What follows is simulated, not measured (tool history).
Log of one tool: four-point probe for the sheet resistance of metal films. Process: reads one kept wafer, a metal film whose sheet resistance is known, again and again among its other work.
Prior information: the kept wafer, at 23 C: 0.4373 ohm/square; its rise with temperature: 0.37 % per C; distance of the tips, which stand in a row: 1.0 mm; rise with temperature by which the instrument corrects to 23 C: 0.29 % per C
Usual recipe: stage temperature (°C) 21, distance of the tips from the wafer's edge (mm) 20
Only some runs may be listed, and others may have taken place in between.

| run | hour | stage temperature (°C) | distance of the tips from the wafer's edge (mm) | sheet resistance as the instrument gives it (ohm/square) |
|---|---|---|---|---|
| 1 | 0 | 21 | 20 | 0.436722 |
| 2 | 18.8 | 21 | 20 | 0.436695 |
| 3 | 30.1 | 21 | 20 | 0.436738 |
| 4 | 43.9 | 21 | 20 | 0.436813 |
| 5 | 56.2 | 21 | 20 | 0.436767 |
| 6 | 67.6 | 21 | 20 | 0.436833 |
| 7 | 76.4 | 34 | 20 | 0.441121 |
| 8 | 87.7 | 34 | 20 | 0.441149 |
| 9 | 100.2 | 21 | 20 | 0.43675 |
| 10 | 110.3 | 21 | 20 | 0.436947 |
| 11 | 126.9 | 21 | 21 | 0.436674 |
| 12 | 139.1 | 32 | 11 | 0.441879 |
| 13 | 150.7 | 19 | 11 | 0.437392 |

Run 14 has not been measured yet. What should we expect?
| 14 | 167.6 | 21 | 7 | ? |

sheet resistance as the instrument gives it (ohm/square): 0.441077
Minus the tool's unlogged condition, the same run would have read sheet resistance as the instrument gives it (ohm/square) 0.441416.
